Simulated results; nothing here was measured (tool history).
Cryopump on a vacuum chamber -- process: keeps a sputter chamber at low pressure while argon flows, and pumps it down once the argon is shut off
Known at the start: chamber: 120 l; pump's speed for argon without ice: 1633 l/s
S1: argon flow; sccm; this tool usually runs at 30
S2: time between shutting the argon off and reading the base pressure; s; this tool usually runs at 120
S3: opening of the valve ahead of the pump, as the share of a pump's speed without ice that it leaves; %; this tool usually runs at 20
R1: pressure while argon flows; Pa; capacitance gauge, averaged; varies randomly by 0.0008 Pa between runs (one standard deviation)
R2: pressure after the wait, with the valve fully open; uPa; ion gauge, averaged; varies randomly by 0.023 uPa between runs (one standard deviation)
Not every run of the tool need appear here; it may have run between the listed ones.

{"run": 1, "day": 0.0, "S1": 30, "S2": 120, "S3": 20, "R1": 0.1614, "R2": 1.88}
{"run": 2, "day": 1.079, "S1": 30, "S2": 120, "S3": 20, "R1": 0.1607, "R2": 2.03}
{"run": 3, "day": 2.225, "S1": 30, "S2": 180, "S3": 20, "R1": 0.1636, "R2": 1.84}
{"run": 4, "day": 3.467, "S1": 30, "S2": 180, "S3": 20, "R1": 0.1643, "R2": 1.91}
{"run": 5, "day": 4.646, "S1": 30, "S2": 180, "S3": 20, "R1": 0.1644, "R2": 1.93}
{"run": 6, "day": 5.538, "S1": 30, "S2": 120, "S3": 40, "R1": 0.0872, "R2": 2.23}
{"run": 7, "day": 6.125, "S1": 30, "S2": 120, "S3": 40, "R1": 0.0893, "R2": 2.26}
{"run": 8, "day": 7.046, "S1": 30, "S2": 120, "S3": 40, "R1": 0.0888, "R2": 2.27}
{"run": 9, "day": 8.15, "S1": 30, "S2": 120, "S3": 40, "R1": 0.09, "R2": 2.3}
{"run": 10, "day": 9.233, "S1": 30, "S2": 120, "S3": 20, "R1": 0.1695, "R2": 2.4}
{"day": 9.712, "done": "pump warmed up, emptied and cooled again"}
{"run": 11, "day": 10.142, "S1": 30, "S2": 120, "S3": 20, "R1": 0.1569, "R2": 1.86}
{"run": 12, "day": 11.208, "S1": 30, "S2": 120, "S3": 20, "R1": 0.1562, "R2": 1.99}
{"run": 13, "day": 12.054, "S1": 30, "S2": 120, "S3": 20, "R1": 0.1575, "R2": 1.99}
{"run": 14, "day": 12.862, "S1": 30, "S2": 120, "S3": 20, "R1": 0.157, "R2": 2.06}
{"run": 15, "day": 13.783, "S1": 30, "S2": 120, "S3": 20, "R1": 0.1581, "R2": 2.09}
{"run": 16, "day": 14.883, "S1": 30, "S2": 120, "S3": 58, "R1": 0.0565, "R2": 2.13}
{"run": 17, "day": 15.521, "S1": 30, "S2": 120, "S3": 34, "R1": 0.0943, "R2": 2.16}
{"run": 18, "day": 16.058, "S1": 30, "S2": 132, "S3": 20, "R1": 0.1595, "R2": 2.08}
{"run": 19, "day": 16.992, "S1": 15, "S2": 120, "S3": 20, "R1": 0.0806, "R2": 2.23}
{"run": 20, "day": 17.912, "S1": 55, "S2": 40, "S3": 37, "R1": 0.1627, "R2": 3.4}
{"run": 21, "day": 18.912, "S1": 55, "S2": 173, "S3": 18, "R1": 0.3268, "R2": 2.14}
{"run": 22, "day": 20.004, "S1": 47, "S2": 173, "S3": 21, "R1": 0.2396, "R2": 2.23}
{"run": 23, "day": 20.633, "S1": 55, "S2": 151, "S3": 20, "R1": 0.2943, "R2": 2.32}
{"run": 24, "day": 21.329, "S1": 55, "S2": 151, "S3": 20, "R1": 0.296, "R2": 2.4}
{"run": 25, "day": 22.317, "S1": 56, "S2": 25, "S3": 18, "R1": 0.3364, "R2": 4.63}
{"run": 26, "day": 23.558, "S1": 56, "S2": 180, "S3": 22, "R1": 0.2791, "R2": 2.42}
{"run": 27, "day": 24.775, "S1": 56, "S2": 52, "S3": 24, "R1": 0.2588, "R2": 3.44}
{"run": 28, "day": 25.4, "S1": 27, "S2": 52, "S3": 56, "R1": 0.0586, "R2": 3.43}
{"run": 29, "day": 26.446, "S1": 33, "S2": 201, "S3": 38, "R1": 0.1017, "R2": 2.64}
{"run": 30, "day": 26.971, "S1": 33, "S2": 201, "S3": 38, "R1": 0.1003, "R2": 2.65}
{"run": 31, "day": 27.604, "S1": 28, "S2": 120, "S3": 20, "R1": 0.1545, "R2": 2.86}
{"run": 32, "day": 28.404, "S1": 30, "S2": 243, "S3": 27, "R1": 0.1275, "R2": 2.65}
{"day": 29.229, "done": "pump warmed up, emptied and cooled again"}
{"run": 33, "day": 29.725, "S1": 21, "S2": 56, "S3": 29, "R1": 0.0761, "R2": 2.97}
{"run": 34, "day": 30.525, "S1": 21, "S2": 56, "S3": 21, "R1": 0.1044, "R2": 3.1}

Hidden state or all else? Some run-to-run changes of R1, split into what the settings, what came in and random variation would give without the hidden state, and what is left for the hidden state (with any gauge scatter that isn't in both results):
The hidden state here: pump's speed, % of a pump's without ice; cold plate's temperature, K; leak into the chamber, uPa l/s; drift of the gauge itself on working_pa, %; drift of the gauge itself on base_upa, %.
Run 10 -> 11: pump warmed up, emptied and cooled again. R1 -0.0126 Pa: hidden state -0.0126, all else +0.0000.
Run 15 -> 16: S3 20 -> 58. R1 -0.1016 Pa: hidden state +0.0005, all else -0.1021.
Run 20 -> 21: S2 40 -> 173, S3 37 -> 18. R1 +0.1641 Pa: hidden state +0.0012, all else +0.1629.
Run 27 -> 28: S1 56 -> 27, S3 24 -> 56. R1 -0.2002 Pa: hidden state -0.0086, all else -0.1916.
Run 32 -> 33: S1 30 -> 21, S2 243 -> 56, S3 27 -> 29, pump warmed up, emptied and cooled again. R1 -0.0514 Pa: hidden state -0.0114, all else -0.0400.
